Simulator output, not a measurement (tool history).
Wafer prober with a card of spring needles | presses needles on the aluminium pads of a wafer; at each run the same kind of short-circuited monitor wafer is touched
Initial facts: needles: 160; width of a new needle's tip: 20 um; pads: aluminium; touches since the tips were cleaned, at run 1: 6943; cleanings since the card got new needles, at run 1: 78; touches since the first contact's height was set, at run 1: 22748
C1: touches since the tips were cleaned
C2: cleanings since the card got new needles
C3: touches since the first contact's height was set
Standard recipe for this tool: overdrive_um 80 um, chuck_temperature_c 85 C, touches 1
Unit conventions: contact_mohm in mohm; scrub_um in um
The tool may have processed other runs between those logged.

run 1 hour=0.0 | overdrive_um=80 chuck_temperature_c=85 touches=1 | C1=6943 C2=78 C3=22748 | contact_mohm=229 scrub_um=13.59
-- hour=5.2 tips cleaned on abrasive film
-- hour=26.4 tips cleaned on abrasive film
run 2 hour=41.2 | overdrive_um=80 chuck_temperature_c=85 touches=3 | C1=5676 C2=80 C3=38527 | contact_mohm=229 scrub_um=13.56
-- hour=49.5 tips cleaned on abrasive film
-- hour=72.9 tips cleaned on abrasive film
run 3 hour=86.8 | overdrive_um=80 chuck_temperature_c=85 touches=3 | C1=5366 C2=82 C3=56007 | contact_mohm=230 scrub_um=13.56
-- hour=94.2 tips cleaned on abrasive film
-- hour=117.0 tips cleaned on abrasive film
run 4 hour=117.0 | overdrive_um=80 chuck_temperature_c=85 touches=3 | C1=0 C2=84 C3=67541 | contact_mohm=227 scrub_um=13.52
-- hour=141.9 tips cleaned on abrasive film
run 5 hour=160.2 | overdrive_um=80 chuck_temperature_c=85 touches=2 | C1=7017 C2=85 C3=84136 | contact_mohm=228 scrub_um=13.49
-- hour=165.2 tips cleaned on abrasive film
-- hour=187.4 tips cleaned on abrasive film
-- hour=208.0 tips cleaned on abrasive film
run 6 hour=210.3 | overdrive_um=80 chuck_temperature_c=85 touches=1 | C1=886 C2=88 C3=103329 | contact_mohm=228 scrub_um=13.49
-- hour=230.1 tips cleaned on abrasive film
run 7 hour=246.2 | overdrive_um=80 chuck_temperature_c=85 touches=1 | C1=6201 C2=89 C3=117083 | contact_mohm=228 scrub_um=13.49
-- hour=251.4 tips cleaned on abrasive film
-- hour=276.0 tips cleaned on abrasive film
-- hour=300.4 tips cleaned on abrasive film
run 8 hour=305.5 | overdrive_um=80 chuck_temperature_c=85 touches=1 | C1=1952 C2=92 C3=139807 | contact_mohm=228 scrub_um=13.41
-- hour=325.7 tips cleaned on abrasive film
-- hour=348.6 tips cleaned on abrasive film
run 9 hour=368.2 | overdrive_um=80 chuck_temperature_c=85 touches=1 | C1=7548 C2=94 C3=163882 | contact_mohm=226 scrub_um=13.37
-- hour=373.5 tips cleaned on abrasive film
-- hour=394.8 tips cleaned on abrasive film
-- hour=395.1 height of the first contact set anew
run 10 hour=407.6 | overdrive_um=80 chuck_temperature_c=85 touches=1 | C1=4807 C2=96 C3=4807 | contact_mohm=228 scrub_um=13.35
-- hour=416.9 tips cleaned on abrasive film
-- hour=438.4 tips cleaned on abrasive film
-- hour=461.5 tips cleaned on abrasive film
run 11 hour=471.0 | overdrive_um=80 chuck_temperature_c=85 touches=1 | C1=3641 C2=99 C3=29100 | contact_mohm=227 scrub_um=13.40
-- hour=482.9 tips cleaned on abrasive film
-- hour=504.7 tips cleaned on abrasive film
run 12 hour=518.3 | overdrive_um=80 chuck_temperature_c=85 touches=1 | C1=5252 C2=101 C3=47265 | contact_mohm=230 scrub_um=13.33
-- hour=527.7 tips cleaned on abrasive film
-- hour=550.5 tips cleaned on abrasive film
-- hour=571.3 tips cleaned on abrasive film
run 13 hour=589.7 | overdrive_um=80 chuck_temperature_c=85 touches=1 | C1=7070 C2=104 C3=74599 | contact_mohm=227 scrub_um=13.27
-- hour=593.1 tips cleaned on abrasive film
-- hour=615.8 tips cleaned on abrasive film
run 14 hour=625.3 | overdrive_um=80 chuck_temperature_c=85 touches=1 | C1=3675 C2=106 C3=88245 | contact_mohm=229 scrub_um=13.26
-- hour=640.8 tips cleaned on abrasive film
-- hour=661.2 gauge calibrated
-- hour=665.5 tips cleaned on abrasive film
run 15 hour=667.3 | overdrive_um=61 chuck_temperature_c=85 touches=3 | C1=690 C2=108 C3=104317 | contact_mohm=229 scrub_um=10.34
-- hour=688.4 tips cleaned on abrasive film
-- hour=709.0 tips cleaned on abrasive film
-- hour=730.8 tips cleaned on abrasive film
run 16 hour=731.3 | overdrive_um=74 chuck_temperature_c=65 touches=1 | C1=162 C2=111 C3=128842 | contact_mohm=224 scrub_um=12.51
-- hour=751.7 tips cleaned on abrasive film
run 17 hour=762.3 | overdrive_um=74 chuck_temperature_c=65 touches=1 | C1=4079 C2=112 C3=140752 | contact_mohm=224 scrub_um=12.49
-- hour=777.1 tips cleaned on abrasive film
-- hour=801.8 tips cleaned on abrasive film
run 18 hour=813.4 | overdrive_um=74 chuck_temperature_c=65 touches=1 | C1=4476 C2=114 C3=160342 | contact_mohm=225 scrub_um=12.48
-- hour=822.5 tips cleaned on abrasive film
-- hour=844.0 tips cleaned on abrasive film
-- hour=847.6 height of the first contact set anew
-- hour=868.1 tips cleaned on abrasive film
run 19 hour=874.3 | overdrive_um=80 chuck_temperature_c=64 touches=1 | C1=2377 C2=117 C3=10234 | contact_mohm=224 scrub_um=13.51
-- hour=890.4 tips cleaned on abrasive film
-- hour=913.8 tips cleaned on abrasive film
run 20 hour=928.3 | overdrive_um=69 chuck_temperature_c=64 touches=1 | C1=5562 C2=119 C3=30924 | contact_mohm=225 scrub_um=11.57
-- hour=937.7 tips cleaned on abrasive film
-- hour=962.0 tips cleaned on abrasive film
run 21 hour=966.1 | overdrive_um=69 chuck_temperature_c=111 touches=2 | C1=1588 C2=121 C3=45416 | contact_mohm=233 scrub_um=11.57
-- hour=984.3 tips cleaned on abrasive film
-- hour=1008.1 tips cleaned on abrasive film
-- hour=1029.0 tips cleaned on abrasive film
run 22 hour=1029.0 | overdrive_um=69 chuck_temperature_c=111 touches=2 | C1=0 C2=124 C3=69503 | contact_mohm=234 scrub_um=11.54
-- hour=1050.9 tips cleaned on abrasive film
-- hour=1073.9 tips cleaned on abrasive film
run 23 hour=1073.9 | overdrive_um=69 chuck_temperature_c=50 touches=1 | C1=0 C2=126 C3=86716 | contact_mohm=221 scrub_um=11.54
-- hour=1096.8 tips cleaned on abrasive film
-- hour=1121.8 tips cleaned on abrasive film
run 24 hour=1138.5 | overdrive_um=69 chuck_temperature_c=50 touches=1 | C1=6408 C2=128 C3=111491 | contact_mohm=223 scrub_um=11.51
-- hour=1143.7 tips cleaned on abrasive film
-- hour=1167.7 tips cleaned on abrasive film
run 25 hour=1181.2 | overdrive_um=69 chuck_temperature_c=50 touches=1 | C1=5200 C2=130 C3=127883 | contact_mohm=222 scrub_um=11.54
-- hour=1189.8 tips cleaned on abrasive film
-- hour=1211.6 tips cleaned on abrasive film
-- hour=1235.0 tips cleaned on abrasive film
run 26 hour=1235.5 | overdrive_um=82 chuck_temperature_c=85 touches=2 | C1=183 C2=133 C3=148662 | contact_mohm=226 scrub_um=13.65
-- hour=1255.9 tips cleaned on abrasive film
-- hour=1277.0 tips cleaned on abrasive film
run 27 hour=1295.0 | overdrive_um=97 chuck_temperature_c=85 touches=2 | C1=6907 C2=135 C3=171471 | contact_mohm=223 scrub_um=16.09
-- hour=1300.2 tips cleaned on abrasive film
-- hour=1300.5 height of the first contact set anew
-- hour=1322.6 tips cleaned on abrasive film
run 28 hour=1339.0 | overdrive_um=97 chuck_temperature_c=85 touches=2 | C1=6318 C2=137 C3=14773 | contact_mohm=226 scrub_um=16.05

How would selected steps in scrub_um from run to run divide? Give the signed amount a tool lacking its hidden state would still show from settings, what came in and random variation, and the signed amount left for the hidden state, including any gauge scatter that is not in both of the compared results.
Unlogged tool condition in this case: debris on the tips, nm; way that the needles fall short of the set height, um; tips' diameter, um; drift of the gauge itself on contact_mohm, %; drift of the gauge itself on scrub_um, %.
Run 14 -> 15: overdrive_um 80 -> 61, touches 1 -> 3, tips cleaned on abrasive film, gauge calibrated, tips cleaned on abrasive film. scrub_um -2.92 um: hidden state +0.28, all else -3.20.
Run 26 -> 27: overdrive_um 82 -> 97, tips cleaned on abrasive film, tips cleaned on abrasive film. scrub_um +2.44 um: hidden state -0.08, all else +2.52.
